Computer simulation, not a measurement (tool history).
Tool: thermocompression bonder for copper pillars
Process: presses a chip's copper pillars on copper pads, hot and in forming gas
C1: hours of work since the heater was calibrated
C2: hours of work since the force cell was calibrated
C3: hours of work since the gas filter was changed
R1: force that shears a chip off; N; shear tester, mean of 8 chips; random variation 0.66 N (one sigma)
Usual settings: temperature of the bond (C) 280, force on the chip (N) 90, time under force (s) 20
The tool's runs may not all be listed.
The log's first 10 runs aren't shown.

run 11 hour=141.9 | temperature_of_the_bond_(C)=280 force_on_the_chip_(N)=90 time_under_force_(s)=20 | C1=562 C2=260 C3=103 | R1=41.1
run 12 hour=153.3 | temperature_of_the_bond_(C)=280 force_on_the_chip_(N)=90 time_under_force_(s)=20 | C1=570 C2=268 C3=112 | R1=39.9
run 13 hour=161.6 | temperature_of_the_bond_(C)=280 force_on_the_chip_(N)=90 time_under_force_(s)=20 | C1=576 C2=274 C3=118 | R1=40.7
-- hour=170.7 heater calibrated with a thermocouple chip
run 14 hour=177.2 | temperature_of_the_bond_(C)=280 force_on_the_chip_(N)=90 time_under_force_(s)=20 | C1=5 C2=284 C3=128 | R1=46.6
run 15 hour=193.1 | temperature_of_the_bond_(C)=280 force_on_the_chip_(N)=90 time_under_force_(s)=20 | C1=16 C2=296 C3=139 | R1=45.5
run 16 hour=209.7 | temperature_of_the_bond_(C)=280 force_on_the_chip_(N)=90 time_under_force_(s)=20 | C1=28 C2=308 C3=151 | R1=45.3
run 17 hour=224.8 | temperature_of_the_bond_(C)=280 force_on_the_chip_(N)=90 time_under_force_(s)=20 | C1=40 C2=319 C3=162 | R1=47.2
run 18 hour=234.9 | temperature_of_the_bond_(C)=280 force_on_the_chip_(N)=90 time_under_force_(s)=20 | C1=47 C2=326 C3=170 | R1=45.8
run 19 hour=251.5 | temperature_of_the_bond_(C)=261 force_on_the_chip_(N)=90 time_under_force_(s)=20 | C1=59 C2=338 C3=182 | R1=33.8
run 20 hour=268.9 | temperature_of_the_bond_(C)=260 force_on_the_chip_(N)=90 time_under_force_(s)=36 | C1=72 C2=351 C3=195 | R1=42.2

Forecast run 21:
run 21 hour=276.8 | temperature_of_the_bond_(C)=308 force_on_the_chip_(N)=125 time_under_force_(s)=14 | C1=77 C2=357 C3=200 | R1=?

R1: 68.0 N
Without the tool's hidden state the same run would have given R1 70.1 N.
